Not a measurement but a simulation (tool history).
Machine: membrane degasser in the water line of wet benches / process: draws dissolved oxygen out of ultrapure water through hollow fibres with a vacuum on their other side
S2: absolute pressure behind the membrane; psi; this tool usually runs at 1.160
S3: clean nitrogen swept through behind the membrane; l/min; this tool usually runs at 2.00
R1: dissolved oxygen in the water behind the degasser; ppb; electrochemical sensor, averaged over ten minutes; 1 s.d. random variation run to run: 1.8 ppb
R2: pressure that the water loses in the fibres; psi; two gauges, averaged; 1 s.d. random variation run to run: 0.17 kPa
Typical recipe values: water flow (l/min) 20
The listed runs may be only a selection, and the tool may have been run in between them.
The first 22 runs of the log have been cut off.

run 23 hour=1451.0 | water_flow_(l/min)=13 S2=0.769 S3=2.57 | R1=39.7 R2=2.618
run 24 hour=1507.1 | water_flow_(l/min)=13 S2=0.769 S3=5.87 | R1=26.0 R2=2.635
run 25 hour=1573.5 | water_flow_(l/min)=24 S2=0.769 S3=5.87 | R1=136.1 R2=4.823
run 26 hour=1647.9 | water_flow_(l/min)=24 S2=0.769 S3=5.87 | R1=136.9 R2=4.804
run 27 hour=1689.7 | water_flow_(l/min)=24 S2=0.769 S3=5.87 | R1=136.6 R2=4.823
run 28 hour=1738.2 | water_flow_(l/min)=28 S2=0.769 S3=5.73 | R1=200.6 R2=5.677
run 29 hour=1823.3 | water_flow_(l/min)=23 S2=1.308 S3=1.69 | R1=271.7 R2=4.595
run 30 hour=1873.3 | water_flow_(l/min)=16 S2=1.308 S3=1.69 | R1=157.0 R2=3.214

4 ways to go on from here, each from the tool as it stands after run 30. What would each give?
run A hour=1959.1 | water_flow_(l/min)=16 S2=1.875 S3=2.58 | R1=? R2=?
run B hour=1959.1 | water_flow_(l/min)=16 S2=1.781 S3=1.69 | R1=? R2=?
run C hour=1959.1 | water_flow_(l/min)=20 S2=2.302 S3=2.00 | R1=? R2=?
run D hour=1959.1 | water_flow_(l/min)=15 S2=0.906 S3=1.67 | R1=? R2=?

run=A R1=175.2 R2=3.217
run=B R1=229.2 R2=3.236
run=C R1=350.8 R2=4.041
run=D R1=90.1 R2=3.034
With the hidden condition removed and each run's random variation left untouched, the same runs would have given:
run=A R1=175.1 R2=3.215
run=B R1=229.1 R2=3.234
run=C R1=350.7 R2=4.039
run=D R1=90.0 R2=3.033

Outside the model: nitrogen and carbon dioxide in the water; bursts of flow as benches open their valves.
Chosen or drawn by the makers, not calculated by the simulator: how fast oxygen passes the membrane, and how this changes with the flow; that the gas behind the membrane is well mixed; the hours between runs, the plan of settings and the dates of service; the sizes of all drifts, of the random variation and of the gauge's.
